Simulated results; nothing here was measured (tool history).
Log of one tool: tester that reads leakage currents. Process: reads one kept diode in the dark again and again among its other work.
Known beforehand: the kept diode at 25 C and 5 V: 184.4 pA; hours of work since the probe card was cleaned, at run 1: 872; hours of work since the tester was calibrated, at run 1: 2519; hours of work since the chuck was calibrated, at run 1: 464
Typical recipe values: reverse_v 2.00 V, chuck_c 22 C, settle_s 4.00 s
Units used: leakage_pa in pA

| run | hour | reverse_v | chuck_c | settle_s | hours of work since the probe card was cleaned | hours of work since the tester was calibrated | hours of work since the chuck was calibrated | leakage_pa |
|---|---|---|---|---|---|---|---|---|
| 1 | 0.0 | 2.00 | 22 | 4.00 | 872 | 2519 | 464 | 81.55 |
| 2 | 147.8 | 2.00 | 22 | 4.00 | 937 | 2584 | 529 | 81.41 |
| 3 | 282.5 | 2.00 | 22 | 4.00 | 997 | 2643 | 588 | 81.58 |
| 4 | 406.6 | 6.35 | 22 | 4.00 | 1052 | 2698 | 643 | 157.41 |
| 5 | 569.2 | 6.35 | 22 | 4.00 | 1124 | 2770 | 715 | 157.88 |
| 6 | 738.2 | 2.00 | 22 | 3.16 | 1198 | 2845 | 790 | 81.62 |
| 7 | 845.2 | 2.00 | 22 | 0.31 | 1246 | 2892 | 837 | 82.13 |
| 8 | 933.1 | 2.00 | 22 | 0.31 | 1284 | 2931 | 876 | 82.84 |
| 9 | 1031.4 | 2.00 | 22 | 0.31 | 1328 | 2974 | 919 | 82.11 |
| 10 | 1136.9 | 7.87 | 22 | 4.00 | 1375 | 3021 | 966 | 177.29 |
| 11 | 1221.3 | 7.87 | 22 | 0.37 | 1412 | 3058 | 1003 | 181.20 |

For run 12, what comes out?
| 12 | 1320.2 | 7.87 | 22 | 0.37 | 1456 | 3102 | 1047 | ? |

For run 12 the tool returned leakage_pa 180.52 pA.
If the tool had no hidden condition, the same run with the same run-to-run variation would have returned leakage_pa 180.38 pA.
